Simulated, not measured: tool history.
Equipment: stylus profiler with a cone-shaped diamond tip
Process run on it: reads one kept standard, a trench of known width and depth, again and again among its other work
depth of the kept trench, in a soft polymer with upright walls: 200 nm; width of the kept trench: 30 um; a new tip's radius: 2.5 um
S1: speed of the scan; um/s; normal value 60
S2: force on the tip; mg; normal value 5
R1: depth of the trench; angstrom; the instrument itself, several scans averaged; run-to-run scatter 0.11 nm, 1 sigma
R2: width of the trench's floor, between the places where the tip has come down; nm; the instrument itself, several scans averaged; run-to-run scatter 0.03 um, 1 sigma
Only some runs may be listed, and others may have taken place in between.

run,hour,S1,S2,R1,R2
1,0,60,5,2039.8,27840
2,113.1,60,5,2040.6,27770
3,201.8,60,2.92,2027.5,27750
4,253.3,60,2.92,2029.6,27700
5,338.7,33,5,2037.8,27910
6,419.5,33,5,2039.4,27920
7,491.4,33,5,2042,27900
8,588.7,128,5,2038.3,27530
9,694.5,45,5,2041.4,27890
10,799,45,5,2038.7,27800
11,914.1,60,5,2040.7,27810
12,1032.2,60,3.6,2032.8,27780
13,1118,60,5,2041.3,27730
14,1186.3,60,7.23,2049.5,27780
15,1235.7,60,5.24,2040.7,27790
16,1308,60,5.24,2041.6,27840
17,1367.9,60,2.5,2025.6,27670
18,1483.2,136,2.5,2024.3,27220
19,1573.3,151,5,2039.7,27470
20,1686.5,151,5,2039.7,27460
21,1739.8,151,5,2040,27460
22,1816.9,151,5,2038.2,27440
23,1926,37,6.71,2047.9,27870
24,2030.3,37,6.71,2048.2,27930
25,2127.7,24,2.86,2027.3,27870
26,2186.1,24,2.87,2028,27880
27,2239.9,60,11.07,2069,27880
28,2352.6,60,11.07,2068.5,27870
29,2424.8,60,11.07,2068.5,27870
30,2497.3,15,13.98,2078.6,27970
31,2572.4,23,5.02,2040.8,27930
# hour 2633.2: new tip fitted, height scale calibrated
32,2687,130,6.49,2045.7,27610
33,2775.5,77,2.41,2026.5,27600
34,2891.6,24,13.73,2079.6,27970
35,3006.9,24,13.73,2077.6,28000
36,3082,36,3.16,2028.6,27870
37,3176,19,2.46,2025,27920
38,3255.8,19,2.46,2023.4,27920
39,3310.3,19,2.46,2023.3,27920
40,3364.1,114,13.66,2079.7,27740
41,3417.5,114,13.66,2079.4,27740
42,3471.8,114,4.13,2034.4,27530
43,3588.8,70,6.84,2050,27780
44,3706.6,128,2.41,2026.8,27280

Here are 3 independent what-if runs from the current tool condition. What would each one return?
A,3820.3,60,7.78,?,?
B,3820.3,17,5,?,?
C,3820.3,183,5,?,?

run,R1,R2
A,2053.9,27820
B,2040.4,27990
C,2038.5,27280
Had the tool no hidden state, the same runs would have come out as:
run,R1,R2
A,2053.8,27830
B,2040.3,28000
C,2038.4,27290
